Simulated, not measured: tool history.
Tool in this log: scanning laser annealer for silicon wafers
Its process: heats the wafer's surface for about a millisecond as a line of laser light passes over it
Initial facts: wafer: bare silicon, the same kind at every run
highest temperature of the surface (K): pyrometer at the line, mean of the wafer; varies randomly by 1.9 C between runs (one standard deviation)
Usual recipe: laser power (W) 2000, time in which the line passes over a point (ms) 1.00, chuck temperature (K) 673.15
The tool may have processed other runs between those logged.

run,hour,laser power (W),time in which the line passes over a point (ms),chuck temperature (K),highest temperature of the surface (K)
1,0.0,2000,1.00,673.15,1482.15
2,16.1,2000,1.00,673.15,1481.15
3,45.4,2000,1.00,673.15,1484.15
4,67.5,2135,1.00,673.15,1550.15
5,95.7,2135,1.00,673.15,1551.15
6,118.6,2135,1.00,673.15,1552.15
7,143.6,2135,1.00,673.15,1555.15
8,165.7,2135,1.00,673.15,1553.15
9,203.0,2135,1.00,673.15,1549.15
10,223.9,2135,1.00,673.15,1550.15
11,249.3,2135,1.00,673.15,1552.15
12,281.2,2000,1.00,673.15,1480.15
13,306.9,2000,1.00,673.15,1481.15
14,340.0,2000,1.18,673.15,1545.15
15,360.9,2000,1.18,673.15,1547.15
16,393.0,2185,1.00,673.15,1577.15
17,412.4,2000,1.00,707.15,1515.15
18,447.0,2000,1.00,707.15,1516.15
19,477.3,2000,0.81,673.15,1408.15
20,496.0,2000,0.81,673.15,1408.15
21,515.0,2000,0.81,673.15,1406.15
22,537.7,2000,0.81,673.15,1405.15
23,554.6,1880,1.00,695.15,1441.15
24,576.7,1736,0.88,673.15,1308.15
25,594.6,1736,0.88,673.15,1306.15
26,612.2,2187,0.72,637.15,1413.15
27,633.6,2177,0.86,637.15,1476.15
28,657.7,2096,0.71,689.15,1420.15
29,690.1,1750,1.00,712.15,1394.15
30,718.4,1750,1.00,712.15,1397.15
31,737.7,2000,1.00,708.15,1515.15
32,755.5,2000,1.00,708.15,1515.15
33,776.8,2000,1.00,708.15,1515.15
34,810.3,2000,1.00,652.15,1462.15
35,836.4,2000,1.00,652.15,1460.15
36,859.8,2103,0.74,646.15,1393.15
37,887.0,1978,0.92,673.15,1440.15

Between the runs listed above, the log contained 1 entry, not reproduced here. Where in the sequence does each belong, and how does what the log doesn't record of the tool's condition differ from the listed run before to the listed run after?
Logged between run 8 and run 9: window over the wafer cleaned (hour 175.0)
  light that passes the window, % of a clean one's: 99.96 -> 100
